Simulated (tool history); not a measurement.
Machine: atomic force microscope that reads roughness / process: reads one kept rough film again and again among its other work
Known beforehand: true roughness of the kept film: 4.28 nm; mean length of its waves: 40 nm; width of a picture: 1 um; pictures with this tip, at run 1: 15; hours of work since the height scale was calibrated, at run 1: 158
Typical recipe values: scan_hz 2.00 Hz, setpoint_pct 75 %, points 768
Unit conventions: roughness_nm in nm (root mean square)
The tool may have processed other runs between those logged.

run,hour,scan_hz,setpoint_pct,points,pictures with this tip,hours of work since the height scale was calibrated,roughness_nm
1,0.0,2.00,75,768,15,158,3.438
2,10.3,2.00,75,768,42,166,3.379
# hour 22.4: new tip fitted
3,27.3,0.71,75,768,13,178,3.718
4,36.8,0.71,75,768,38,186,3.667
# hour 51.1: new tip fitted
5,53.0,2.00,75,768,5,198,3.491
6,60.9,2.00,75,768,26,204,3.408
7,76.5,2.00,82,768,67,216,3.106
# hour 79.1: new tip fitted
8,86.6,1.62,82,768,20,223,3.399
9,101.7,1.62,82,768,60,235,3.258
# hour 107.3: new tip fitted
10,113.2,1.62,82,768,16,243,3.395
11,125.1,2.00,84,768,47,252,3.115
# hour 135.3: new tip fitted
12,137.4,0.54,68,781,5,261,3.920
13,153.5,0.87,56,598,47,274,3.729
# hour 163.3: new tip fitted
14,168.0,2.00,75,397,12,284,3.417
15,175.3,2.00,75,397,31,290,3.375
# hour 191.1: new tip fitted
16,191.2,2.00,75,1000,0,302,3.516
17,200.1,0.89,75,800,23,309,3.662
18,211.7,0.89,84,283,54,318,3.394
# hour 219.2: new tip fitted
19,219.9,2.00,75,407,2,324,3.486
20,227.4,3.85,82,888,22,329,2.816
21,239.8,3.92,79,497,55,339,2.832

Across each entry between runs, compare the hidden state at the last listed run before it with the hidden state at the first listed run after it:
Run 2 -> run 3: new tip fitted (hour 22.4)
  radius of the tip, nm: 11.5 -> 8.7; height scale over the true one, %: 0.21 -> 0.23
  what was measured, less what the result would be without the hidden state, roughness_nm: -0.143 -> -0.053 nm (root mean square)
Run 4 -> run 5: new tip fitted (hour 51.1)
  radius of the tip, nm: 11.5 -> 7.8; height scale over the true one, %: 0.24 -> 0.26
  what was measured, less what the result would be without the hidden state, roughness_nm: -0.153 -> -0.020 nm (root mean square)
Run 7 -> run 8: new tip fitted (hour 79.1)
  radius of the tip, nm: 14.2 -> 9.2; height scale over the true one, %: 0.29 -> 0.3
  what was measured, less what the result would be without the hidden state, roughness_nm: -0.211 -> -0.062 nm (root mean square)
Run 9 -> run 10: new tip fitted (hour 107.3)
  radius of the tip, nm: 13 -> 8.7; height scale over the true one, %: 0.31 -> 0.32
  what was measured, less what the result would be without the hidden state, roughness_nm: -0.180 -> -0.046 nm (root mean square)
Run 11 -> run 12: new tip fitted (hour 135.3)
  radius of the tip, nm: 12.2 -> 7.5; height scale over the true one, %: 0.34 -> 0.35
  what was measured, less what the result would be without the hidden state, roughness_nm: -0.147 -> -0.007 nm (root mean square)
Run 13 -> run 14: new tip fitted (hour 163.3)
  radius of the tip, nm: 12.1 -> 8.4; height scale over the true one, %: 0.37 -> 0.38
  what was measured, less what the result would be without the hidden state, roughness_nm: -0.175 -> -0.033 nm (root mean square)
Run 15 -> run 16: new tip fitted (hour 191.1)
  radius of the tip, nm: 10.2 -> 7.1; height scale over the true one, %: 0.39 -> 0.41
  what was measured, less what the result would be without the hidden state, roughness_nm: -0.093 -> +0.012 nm (root mean square)
Run 18 -> run 19: new tip fitted (hour 219.2)
  radius of the tip, nm: 12.9 -> 7.5; height scale over the true one, %: 0.43 -> 0.44
  what was measured, less what the result would be without the hidden state, roughness_nm: -0.180 -> -0.003 nm (root mean square)
